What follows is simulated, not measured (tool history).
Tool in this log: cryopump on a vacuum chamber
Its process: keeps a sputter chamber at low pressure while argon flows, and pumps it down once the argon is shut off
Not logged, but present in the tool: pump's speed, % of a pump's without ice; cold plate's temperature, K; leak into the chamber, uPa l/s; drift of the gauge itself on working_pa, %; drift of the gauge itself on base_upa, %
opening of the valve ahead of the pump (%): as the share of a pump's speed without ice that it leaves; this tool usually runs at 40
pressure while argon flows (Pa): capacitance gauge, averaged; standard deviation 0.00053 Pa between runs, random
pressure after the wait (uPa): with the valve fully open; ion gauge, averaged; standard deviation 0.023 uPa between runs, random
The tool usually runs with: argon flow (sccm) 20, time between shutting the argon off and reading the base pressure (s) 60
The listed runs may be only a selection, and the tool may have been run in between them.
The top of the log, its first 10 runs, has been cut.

run	hour	argon flow (sccm)	time between shutting the argon off and reading the base pressure (s)	opening of the valve ahead of the pump (%)	hours of work since the pump was warmed up and emptied	hours of work since the cold head was overhauled	hours of work since the chamber's fittings were tightened	pressure while argon flows (Pa)	pressure after the wait (uPa)
11	101.7	20	87	40	293	293	383	0.0442	1.13
12	110.9	20	87	40	300	300	390	0.0444	1.16
13	120.1	20	87	40	306	306	397	0.0442	1.21
14	128.6	20	111	40	313	313	403	0.0434	1.15
15	135.9	17	60	40	318	318	409	0.0389	1.39
16	147.8	17	60	16	327	327	418	0.0916	1.41
17	158.2	17	60	16	335	335	426	0.0919	1.41
18	171.2	20	22	25	345	345	435	0.0709	2.45
19	182.9	15	184	40	353	353	444	0.0334	1.08
20	198	21	184	23	365	365	455	0.0806	1.1
21	204.2	12	150	59	369	369	460	0.0186	1.15
22	212.5	18	31	25	375	375	466	0.063	1.99
23	223.3	18	31	25	384	384	474	0.0629	2.04
24	229.5	18	31	25	388	388	479	0.0632	2.04
25	236.8	18	31	25	394	394	484	0.0631	2.09
26	246.2	18	31	25	401	401	491	0.0621	2.09
27	260.2	18	31	25	411	411	502	0.0629	2.16
28	275.2	9	58	28	422	422	513	0.0279	1.62
29	285	9	58	28	430	430	520	0.0286	1.66
# hour 300.8: pump warmed up, emptied and cooled again
30	302	20	119	36	1	439	529	0.0475	1.15
31	314.9	9	60	36	11	448	539	0.022	1.5
32	322.6	20	230	19	16	454	545	0.09	1.03
33	332	16	96	22	23	461	552	0.0621	1.26
34	340.6	20	132	45	30	467	558	0.0377	1.19

What if the next run were any one of these 4? Each begins from the tool's condition after run 34:
A	350.7	23	105	45	37	475	566	?	?
B	350.7	18	182	45	37	475	566	?	?
C	350.7	13	221	40	37	475	566	?	?
D	350.7	20	60	42	37	475	566	?	?

run	pressure while argon flows (Pa)	pressure after the wait (uPa)
A	0.0423	1.27
B	0.0332	1.15
C	0.0273	1.11
D	0.0416	1.49
Had the tool no hidden state, the same runs would have come out as:
run	pressure while argon flows (Pa)	pressure after the wait (uPa)
A	0.042	0.47
B	0.0329	0.34
C	0.0271	0.31
D	0.0413	0.69
